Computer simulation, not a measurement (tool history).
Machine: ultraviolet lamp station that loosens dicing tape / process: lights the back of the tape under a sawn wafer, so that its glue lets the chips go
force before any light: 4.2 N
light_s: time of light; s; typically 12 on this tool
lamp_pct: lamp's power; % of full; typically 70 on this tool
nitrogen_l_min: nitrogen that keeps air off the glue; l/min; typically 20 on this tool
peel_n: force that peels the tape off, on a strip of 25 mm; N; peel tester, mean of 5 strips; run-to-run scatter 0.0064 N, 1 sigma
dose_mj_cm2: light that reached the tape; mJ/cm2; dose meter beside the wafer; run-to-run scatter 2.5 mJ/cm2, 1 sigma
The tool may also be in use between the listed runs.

| run | hour | light_s | lamp_pct | nitrogen_l_min | peel_n | dose_mj_cm2 |
|---|---|---|---|---|---|---|
| 1 | 0 | 12 | 70 | 20 | 0.235 | 283 |
| 2 | 10.5 | 9 | 70 | 20 | 0.451 | 207 |
| 3 | 23.2 | 9 | 70 | 20 | 0.449 | 206 |
| 4 | 35.4 | 9 | 70 | 20 | 0.437 | 208 |
| 5 | 43.5 | 9 | 68 | 20 | 0.476 | 203 |
| 6 | 51.8 | 9 | 68 | 20 | 0.484 | 199 |
| 7 | 62.3 | 9 | 68 | 20 | 0.491 | 198 |
| 8 | 77.8 | 8 | 91 | 20 | 0.348 | 230 |

Predict the results of run 9:
| 9 | 93 | 8 | 91 | 20 | ? | ? |

peel_n: 0.359 N
dose_mj_cm2: 231 mJ/cm2
Without the tool's hidden state the same run would have given peel_n 0.276 N, dose_mj_cm2 262 mJ/cm2.
